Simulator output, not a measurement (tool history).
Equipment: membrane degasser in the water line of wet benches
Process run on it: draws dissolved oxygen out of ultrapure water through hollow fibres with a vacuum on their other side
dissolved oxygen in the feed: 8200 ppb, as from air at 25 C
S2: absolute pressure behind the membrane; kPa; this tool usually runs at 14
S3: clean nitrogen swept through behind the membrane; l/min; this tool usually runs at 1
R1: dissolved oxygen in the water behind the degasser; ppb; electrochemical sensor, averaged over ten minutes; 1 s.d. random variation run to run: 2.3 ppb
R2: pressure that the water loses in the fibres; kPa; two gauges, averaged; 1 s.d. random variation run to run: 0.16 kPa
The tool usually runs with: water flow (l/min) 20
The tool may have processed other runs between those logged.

{"run": 1, "hour": 0.0, "water flow (l/min)": 20, "S2": 14, "S3": 1, "R1": 548.4, "R2": 42.85}
{"run": 2, "hour": 140.7, "water flow (l/min)": 20, "S2": 14, "S3": 1, "R1": 547, "R2": 42.97}
{"run": 3, "hour": 206.5, "water flow (l/min)": 20, "S2": 14, "S3": 1, "R1": 548.1, "R2": 42.63}
{"run": 4, "hour": 284.3, "water flow (l/min)": 20, "S2": 14, "S3": 0.47, "R1": 921.3, "R2": 42.8}
{"run": 5, "hour": 428.3, "water flow (l/min)": 20, "S2": 14, "S3": 0.47, "R1": 927.7, "R2": 42.65}
{"run": 6, "hour": 515.9, "water flow (l/min)": 20, "S2": 14, "S3": 0.47, "R1": 922.6, "R2": 42.8}
{"run": 7, "hour": 614.7, "water flow (l/min)": 21, "S2": 14, "S3": 1, "R1": 580.7, "R2": 44.81}
{"run": 8, "hour": 772.1, "water flow (l/min)": 21, "S2": 14, "S3": 1, "R1": 577.5, "R2": 45.1}
{"run": 9, "hour": 859.5, "water flow (l/min)": 20, "S2": 14, "S3": 1.42, "R1": 430.5, "R2": 43.13}
{"run": 10, "hour": 964.3, "water flow (l/min)": 20, "S2": 14, "S3": 1.42, "R1": 434.7, "R2": 42.73}
{"run": 11, "hour": 1062.6, "water flow (l/min)": 20, "S2": 14, "S3": 1.42, "R1": 433.6, "R2": 43.08}
{"run": 12, "hour": 1211.5, "water flow (l/min)": 20, "S2": 14, "S3": 1.09, "R1": 519.4, "R2": 42.91}
{"run": 13, "hour": 1278.2, "water flow (l/min)": 20, "S2": 14, "S3": 1.09, "R1": 520.4, "R2": 42.85}
{"run": 14, "hour": 1428.7, "water flow (l/min)": 20, "S2": 14, "S3": 1.09, "R1": 521.8, "R2": 43.09}
{"run": 15, "hour": 1575.8, "water flow (l/min)": 20, "S2": 14, "S3": 1.09, "R1": 525.9, "R2": 43.13}
{"run": 16, "hour": 1716.6, "water flow (l/min)": 20, "S2": 14, "S3": 1.09, "R1": 523.7, "R2": 43.12}
{"run": 17, "hour": 1788.0, "water flow (l/min)": 20, "S2": 14, "S3": 1.09, "R1": 523.6, "R2": 42.7}
{"run": 18, "hour": 1940.8, "water flow (l/min)": 22, "S2": 27, "S3": 2.85, "R1": 532.5, "R2": 47.72}
{"run": 19, "hour": 2024.9, "water flow (l/min)": 22, "S2": 27, "S3": 2.85, "R1": 537.4, "R2": 47.34}
{"run": 20, "hour": 2104.0, "water flow (l/min)": 22, "S2": 14, "S3": 0.63, "R1": 833.2, "R2": 47.29}
{"run": 21, "hour": 2207.2, "water flow (l/min)": 22, "S2": 14, "S3": 0.63, "R1": 841.4, "R2": 47.45}
{"run": 22, "hour": 2347.9, "water flow (l/min)": 20, "S2": 14, "S3": 0.99, "R1": 564.9, "R2": 43.15}
{"run": 23, "hour": 2496.0, "water flow (l/min)": 20, "S2": 14, "S3": 0.99, "R1": 563.4, "R2": 43.21}
{"hour": 2540.1, "done": "vacuum gauge calibrated"}
{"run": 24, "hour": 2635.1, "water flow (l/min)": 32, "S2": 14, "S3": 0.99, "R1": 871.8, "R2": 69.5}
{"run": 25, "hour": 2760.6, "water flow (l/min)": 31, "S2": 20.4, "S3": 1, "R1": 1182.8, "R2": 66.62}
{"run": 26, "hour": 2849.7, "water flow (l/min)": 31, "S2": 20.4, "S3": 1.61, "R1": 877, "R2": 67.38}
{"run": 27, "hour": 2992.4, "water flow (l/min)": 20, "S2": 9.8, "S3": 0.52, "R1": 580.1, "R2": 43.63}
{"run": 28, "hour": 3098.9, "water flow (l/min)": 20, "S2": 9.8, "S3": 0.52, "R1": 575.4, "R2": 43.51}
{"run": 29, "hour": 3249.3, "water flow (l/min)": 29, "S2": 9.8, "S3": 0.43, "R1": 903.2, "R2": 62.93}

Each row is a separate what-if for the run after 29, all from the same tool condition, not one after another. Results?
{"run": "A", "hour": 3325.0, "water flow (l/min)": 30, "S2": 13.9, "S3": 1.12, "R1": "?", "R2": "?"}
{"run": "B", "hour": 3325.0, "water flow (l/min)": 29, "S2": 9.8, "S3": 1.14, "R1": "?", "R2": "?"}
{"run": "C", "hour": 3325.0, "water flow (l/min)": 16, "S2": 14, "S3": 1, "R1": "?", "R2": "?"}

run=A R1=764.1 R2=65.44
run=B R1=532.9 R2=62.92
run=C R1=442.5 R2=34.83
Stripped of hidden state, with their random variation kept, the same runs would have yielded:
run=A R1=744.6 R2=63.95
run=B R1=514.4 R2=61.48
run=C R1=429.1 R2=34.03

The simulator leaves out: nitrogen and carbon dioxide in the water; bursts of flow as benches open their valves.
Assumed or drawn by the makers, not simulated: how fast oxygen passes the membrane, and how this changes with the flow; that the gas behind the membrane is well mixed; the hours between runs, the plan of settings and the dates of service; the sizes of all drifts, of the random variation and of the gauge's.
